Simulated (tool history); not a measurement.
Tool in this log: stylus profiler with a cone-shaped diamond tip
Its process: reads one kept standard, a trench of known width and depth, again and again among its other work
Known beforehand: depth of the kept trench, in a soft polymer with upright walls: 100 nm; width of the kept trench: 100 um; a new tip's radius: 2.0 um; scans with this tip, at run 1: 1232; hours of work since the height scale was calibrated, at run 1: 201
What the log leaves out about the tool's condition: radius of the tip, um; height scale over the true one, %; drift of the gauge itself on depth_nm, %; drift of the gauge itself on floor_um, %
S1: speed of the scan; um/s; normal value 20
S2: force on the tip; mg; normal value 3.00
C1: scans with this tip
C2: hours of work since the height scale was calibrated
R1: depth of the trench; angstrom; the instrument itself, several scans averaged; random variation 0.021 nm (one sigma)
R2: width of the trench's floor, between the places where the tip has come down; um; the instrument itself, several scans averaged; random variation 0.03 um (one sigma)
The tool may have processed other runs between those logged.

{"run": 1, "day": 0.0, "S1": 20, "S2": 3.0, "C1": 1232, "C2": 201, "R1": 1017.3, "R2": 98.62}
{"run": 2, "day": 0.671, "S1": 15, "S2": 3.0, "C1": 1276, "C2": 208, "R1": 1017.4, "R2": 98.59}
{"run": 3, "day": 1.104, "S1": 15, "S2": 3.0, "C1": 1305, "C2": 213, "R1": 1017.3, "R2": 98.59}
{"run": 4, "day": 1.862, "S1": 15, "S2": 3.0, "C1": 1355, "C2": 221, "R1": 1017.4, "R2": 98.63}
{"run": 5, "day": 2.258, "S1": 43, "S2": 3.0, "C1": 1381, "C2": 225, "R1": 1017.7, "R2": 98.54}
{"run": 6, "day": 2.725, "S1": 43, "S2": 3.0, "C1": 1412, "C2": 230, "R1": 1017.9, "R2": 98.55}
{"run": 7, "day": 3.446, "S1": 43, "S2": 3.0, "C1": 1460, "C2": 238, "R1": 1017.5, "R2": 98.56}
{"run": 8, "day": 4.229, "S1": 17, "S2": 3.0, "C1": 1512, "C2": 246, "R1": 1017.7, "R2": 98.58}
{"run": 9, "day": 4.938, "S1": 17, "S2": 3.0, "C1": 1559, "C2": 254, "R1": 1017.8, "R2": 98.58}
{"run": 10, "day": 5.288, "S1": 17, "S2": 3.0, "C1": 1582, "C2": 258, "R1": 1017.6, "R2": 98.57}
{"run": 11, "day": 5.642, "S1": 17, "S2": 3.0, "C1": 1605, "C2": 262, "R1": 1017.7, "R2": 98.58}
{"run": 12, "day": 6.117, "S1": 17, "S2": 3.0, "C1": 1637, "C2": 267, "R1": 1017.9, "R2": 98.56}
{"run": 13, "day": 6.654, "S1": 17, "S2": 3.0, "C1": 1672, "C2": 272, "R1": 1017.7, "R2": 98.56}
{"run": 14, "day": 7.146, "S1": 17, "S2": 3.0, "C1": 1705, "C2": 278, "R1": 1018.0, "R2": 98.57}
{"run": 15, "day": 7.842, "S1": 20, "S2": 3.0, "C1": 1751, "C2": 285, "R1": 1018.0, "R2": 98.58}
{"run": 16, "day": 8.571, "S1": 24, "S2": 3.0, "C1": 1799, "C2": 293, "R1": 1018.1, "R2": 98.55}
{"run": 17, "day": 9.283, "S1": 20, "S2": 1.29, "C1": 1846, "C2": 301, "R1": 1010.2, "R2": 98.53}
{"run": 18, "day": 10.046, "S1": 48, "S2": 1.29, "C1": 1897, "C2": 309, "R1": 1010.8, "R2": 98.46}
{"run": 19, "day": 10.496, "S1": 48, "S2": 1.29, "C1": 1927, "C2": 314, "R1": 1010.4, "R2": 98.45}
{"run": 20, "day": 10.946, "S1": 48, "S2": 1.29, "C1": 1956, "C2": 319, "R1": 1010.7, "R2": 98.46}
{"run": 21, "day": 11.558, "S1": 20, "S2": 3.0, "C1": 1997, "C2": 325, "R1": 1018.2, "R2": 98.54}
{"run": 22, "day": 12.171, "S1": 13, "S2": 3.0, "C1": 2038, "C2": 332, "R1": 1018.0, "R2": 98.55}
{"run": 23, "day": 12.55, "S1": 20, "S2": 1.33, "C1": 2063, "C2": 336, "R1": 1010.9, "R2": 98.51}
{"run": 24, "day": 13.046, "S1": 20, "S2": 1.33, "C1": 2095, "C2": 341, "R1": 1011.1, "R2": 98.51}
{"run": 25, "day": 13.717, "S1": 7, "S2": 2.28, "C1": 2140, "C2": 349, "R1": 1015.1, "R2": 98.55}
{"run": 26, "day": 14.05, "S1": 7, "S2": 2.28, "C1": 2162, "C2": 352, "R1": 1015.0, "R2": 98.57}
{"day": 14.133, "done": "height scale calibrated on a step standard"}
{"run": 27, "day": 14.504, "S1": 14, "S2": 5.02, "C1": 2191, "C2": 4, "R1": 1025.2, "R2": 98.53}
{"run": 28, "day": 15.275, "S1": 6, "S2": 1.33, "C1": 2242, "C2": 12, "R1": 1011.6, "R2": 98.56}
{"day": 15.858, "done": "height scale calibrated on a step standard, once more"}
{"run": 29, "day": 16.042, "S1": 6, "S2": 1.33, "C1": 2291, "C2": 2, "R1": 1009.6, "R2": 98.55}
{"run": 30, "day": 16.838, "S1": 53, "S2": 8.05, "C1": 2344, "C2": 11, "R1": 1032.2, "R2": 98.5}
{"run": 31, "day": 17.217, "S1": 53, "S2": 8.05, "C1": 2369, "C2": 15, "R1": 1032.7, "R2": 98.47}
{"run": 32, "day": 17.8, "S1": 34, "S2": 3.82, "C1": 2407, "C2": 21, "R1": 1019.8, "R2": 98.47}
{"run": 33, "day": 18.5, "S1": 9, "S2": 4.37, "C1": 2454, "C2": 28, "R1": 1021.5, "R2": 98.45}
{"run": 34, "day": 18.929, "S1": 46, "S2": 4.08, "C1": 2482, "C2": 33, "R1": 1020.7, "R2": 98.46}
{"run": 35, "day": 19.517, "S1": 8, "S2": 3.85, "C1": 2521, "C2": 39, "R1": 1019.8, "R2": 98.51}
{"run": 36, "day": 20.258, "S1": 6, "S2": 6.89, "C1": 2570, "C2": 47, "R1": 1029.5, "R2": 98.47}
{"run": 37, "day": 20.733, "S1": 59, "S2": 4.01, "C1": 2602, "C2": 53, "R1": 1020.5, "R2": 98.43}
{"run": 38, "day": 21.392, "S1": 20, "S2": 1.33, "C1": 2645, "C2": 60, "R1": 1009.9, "R2": 98.44}
{"run": 39, "day": 22.008, "S1": 20, "S2": 1.37, "C1": 2686, "C2": 66, "R1": 1010.3, "R2": 98.41}
{"run": 40, "day": 22.458, "S1": 20, "S2": 1.37, "C1": 2716, "C2": 71, "R1": 1010.4, "R2": 98.41}
{"run": 41, "day": 23.062, "S1": 20, "S2": 1.37, "C1": 2756, "C2": 78, "R1": 1010.4, "R2": 98.43}
{"run": 42, "day": 23.704, "S1": 43, "S2": 3.37, "C1": 2798, "C2": 85, "R1": 1018.3, "R2": 98.47}
{"run": 43, "day": 24.233, "S1": 11, "S2": 1.61, "C1": 2833, "C2": 90, "R1": 1011.7, "R2": 98.44}
{"run": 44, "day": 24.825, "S1": 20, "S2": 3.14, "C1": 2873, "C2": 97, "R1": 1018.1, "R2": 98.43}
{"run": 45, "day": 25.271, "S1": 21, "S2": 3.0, "C1": 2902, "C2": 102, "R1": 1017.4, "R2": 98.47}
{"run": 46, "day": 25.771, "S1": 21, "S2": 3.0, "C1": 2935, "C2": 107, "R1": 1017.4, "R2": 98.39}

Alternative continuations, all from the tool just after run 46; predict every row:
{"run": "A", "day": 26.162, "S1": 54, "S2": 1.92, "C1": 2961, "C2": 111, "R1": "?", "R2": "?"}
{"run": "B", "day": 26.162, "S1": 18, "S2": 5.89, "C1": 2961, "C2": 111, "R1": "?", "R2": "?"}
{"run": "C", "day": 26.162, "S1": 32, "S2": 2.6, "C1": 2961, "C2": 111, "R1": "?", "R2": "?"}
{"run": "D", "day": 26.162, "S1": 20, "S2": 5.26, "C1": 2961, "C2": 111, "R1": "?", "R2": "?"}

run=A R1=1012.8 R2=98.28
run=B R1=1027.0 R2=98.47
run=C R1=1015.7 R2=98.39
run=D R1=1024.6 R2=98.48
Had the tool no hidden state, the same runs would have come out as:
run=A R1=1012.4 R2=98.54
run=B R1=1026.6 R2=98.73
run=C R1=1015.2 R2=98.65
run=D R1=1024.1 R2=98.74
